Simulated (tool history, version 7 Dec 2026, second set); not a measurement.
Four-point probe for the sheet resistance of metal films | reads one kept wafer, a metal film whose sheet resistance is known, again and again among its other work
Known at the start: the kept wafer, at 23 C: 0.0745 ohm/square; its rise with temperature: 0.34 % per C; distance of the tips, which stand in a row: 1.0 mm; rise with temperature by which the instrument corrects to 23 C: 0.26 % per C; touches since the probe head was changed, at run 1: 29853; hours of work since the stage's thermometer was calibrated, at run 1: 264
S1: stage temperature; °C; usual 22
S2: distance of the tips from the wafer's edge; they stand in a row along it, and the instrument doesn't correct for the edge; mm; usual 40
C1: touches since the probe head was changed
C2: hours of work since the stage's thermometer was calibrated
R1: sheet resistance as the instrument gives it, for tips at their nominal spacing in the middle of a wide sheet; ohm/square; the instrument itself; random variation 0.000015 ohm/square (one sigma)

run	hour	S1	S2	C1	C2	R1
1	0.0	22	40	29853	264	0.074913
2	27.2	22	40	30783	279	0.074908
3	51.0	21	40	31597	293	0.074839
4	65.8	21	40	32103	301	0.074855
5	90.1	28	40	32936	314	0.075351
6	111.5	22	24	33669	326	0.075000
7	136.8	22	24	34535	341	0.075018
8	162.2	22	24	35401	355	0.075020
9	175.4	22	40	35855	362	0.074964
10	191.2	22	40	36396	371	0.074978
11	208.2	22	40	36977	380	0.074987
12	231.4	22	40	37770	393	0.074987
13	243.9	22	40	38196	400	0.075003
14	262.9	35	40	38849	411	0.075830
15	288.7	35	40	39729	425	0.075816
16	304.0	35	43	40253	434	0.075827
17	316.8	35	43	40693	441	0.075849
18	343.8	24	27	41615	456	0.075193
# hour 346.3: stage's thermometer calibrated
19	364.1	20	16	42294	10	0.075033
20	388.5	33	15	43128	24	0.075903
21	413.8	24	7	43994	38	0.075967
# hour 431.0: stage's thermometer calibrated, once more
22	435.9	25	11	44732	3	0.075582
23	449.6	20	71	45200	10	0.074944
24	472.4	22	18	45981	23	0.075188
25	488.5	21	7	46531	32	0.075831
26	501.6	21	7	46980	39	0.075810
27	524.7	33	9	47770	52	0.076261
28	538.0	33	16	48226	60	0.075942
29	555.3	33	16	48816	69	0.075944

Measured less the same run without the tool's hidden state. The same run-to-run variation is in both; the gauge's scatter may not be:
The hidden state here: inner tips' distance over the nominal, %; tips' flats over new ones', %; wafer's true temperature over the reading, C; drift of the gauge itself on sheet_ohm, %.
run	R1
1	+0.000456
2	+0.000467
3	+0.000475
4	+0.000480
5	+0.000492
6	+0.000496
7	+0.000504
8	+0.000512
9	+0.000516
10	+0.000521
11	+0.000527
12	+0.000535
13	+0.000539
14	+0.000552
15	+0.000561
16	+0.000566
17	+0.000572
18	+0.000575
19	+0.000562
20	+0.000578
21	+0.000585
22	+0.000617
23	+0.000617
24	+0.000626
25	+0.000636
26	+0.000641
27	+0.000654
28	+0.000656
29	+0.000662
